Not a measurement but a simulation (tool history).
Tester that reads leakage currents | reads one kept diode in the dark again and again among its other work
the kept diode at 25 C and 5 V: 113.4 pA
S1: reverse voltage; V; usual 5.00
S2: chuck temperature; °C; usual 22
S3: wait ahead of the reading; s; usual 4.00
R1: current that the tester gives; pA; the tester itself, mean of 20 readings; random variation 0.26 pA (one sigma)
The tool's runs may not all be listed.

Run 1, hour 0.0: usual settings. Result: R1 84.87 pA.
Run 2, hour 20.5: usual settings. Result: R1 84.99 pA.
Run 3, hour 44.2: usual settings. Result: R1 84.74 pA.
Run 4, hour 89.0: usual settings. Result: R1 85.15 pA.
Run 5, hour 110.2: usual settings. Result: R1 85.02 pA.
At hour 139.4: probe card cleaned and baked.
Run 6, hour 142.2: usual settings. Result: R1 84.65 pA.
At hour 154.7: chuck's temperature calibrated.
Run 7, hour 164.9: usual settings but S2 48 °C. Result: R1 904.11 pA.
Run 8, hour 196.9: usual settings but S3 1.32 s. Result: R1 85.50 pA.
Run 9, hour 223.1: usual settings. Result: R1 85.17 pA.
Run 10, hour 255.5: usual settings but S1 2.04 V. Result: R1 56.72 pA.
Run 11, hour 289.3: usual settings but S1 2.04 V. Result: R1 56.84 pA.
Run 12, hour 335.7: usual settings but S3 5.74 s. Result: R1 85.49 pA.
Run 13, hour 365.5: usual settings but S3 5.74 s. Result: R1 85.52 pA.
Run 14, hour 401.4: usual settings but S2 27 °C. Result: R1 138.30 pA.
Run 15, hour 446.6: usual settings but S2 27 °C. Result: R1 138.73 pA.
Run 16, hour 470.5: usual settings but S3 0.89 s. Result: R1 86.52 pA.
Run 17, hour 504.9: usual settings but S1 17.52 V, S2 25 °C. Result: R1 201.66 pA.
Run 18, hour 542.4: usual settings but S1 5.52 V. Result: R1 89.17 pA.
Run 19, hour 583.6: usual settings but S1 9.54 V, S2 21 °C, S3 0.47 s. Result: R1 108.85 pA.
Run 20, hour 626.2: usual settings but S1 9.54 V, S2 21 °C, S3 0.47 s. Result: R1 109.40 pA.
Run 21, hour 669.5: usual settings but S2 50 °C. Result: R1 1066.80 pA.
Run 22, hour 689.5: usual settings but S2 50 °C. Result: R1 1074.77 pA.
Run 23, hour 730.3: usual settings but S2 50 °C. Result: R1 1068.22 pA.
Run 24, hour 758.6: usual settings but S2 50 °C. Result: R1 1072.16 pA.
Run 25, hour 797.0: usual settings but S1 11.38 V, S2 28 °C. Result: R1 219.67 pA.
Run 26, hour 826.3: usual settings but S2 56 °C, S3 1.44 s. Result: R1 1741.05 pA.
Run 27, hour 870.0: usual settings but S1 3.31 V, S2 29 °C, S3 0.82 s. Result: R1 139.65 pA.
Run 28, hour 902.7: usual settings but S1 3.31 V, S2 29 °C, S3 0.82 s. Result: R1 140.00 pA.

4 ways to go on from here, each from the tool as it stands after run 28. What would each give?
Run A, hour 929.1: usual settings but S1 5.05 V, S2 59 °C. Result: R1 ?.
Run B, hour 929.1: usual settings but S1 5.23 V, S2 29 °C, S3 0.82 s. Result: R1 ?.
Run C, hour 929.1: usual settings but S1 3.31 V, S2 27 °C, S3 3.52 s. Result: R1 ?.
Run D, hour 929.1: usual settings but S1 3.64 V, S2 42 °C. Result: R1 ?.

run       R1
  A  2225.76
  B   172.38
  C   114.54
  D   468.07
Without the tool's hidden state the same runs would have given:
run       R1
  A  2225.66
  B   172.36
  C   114.53
  D   468.04
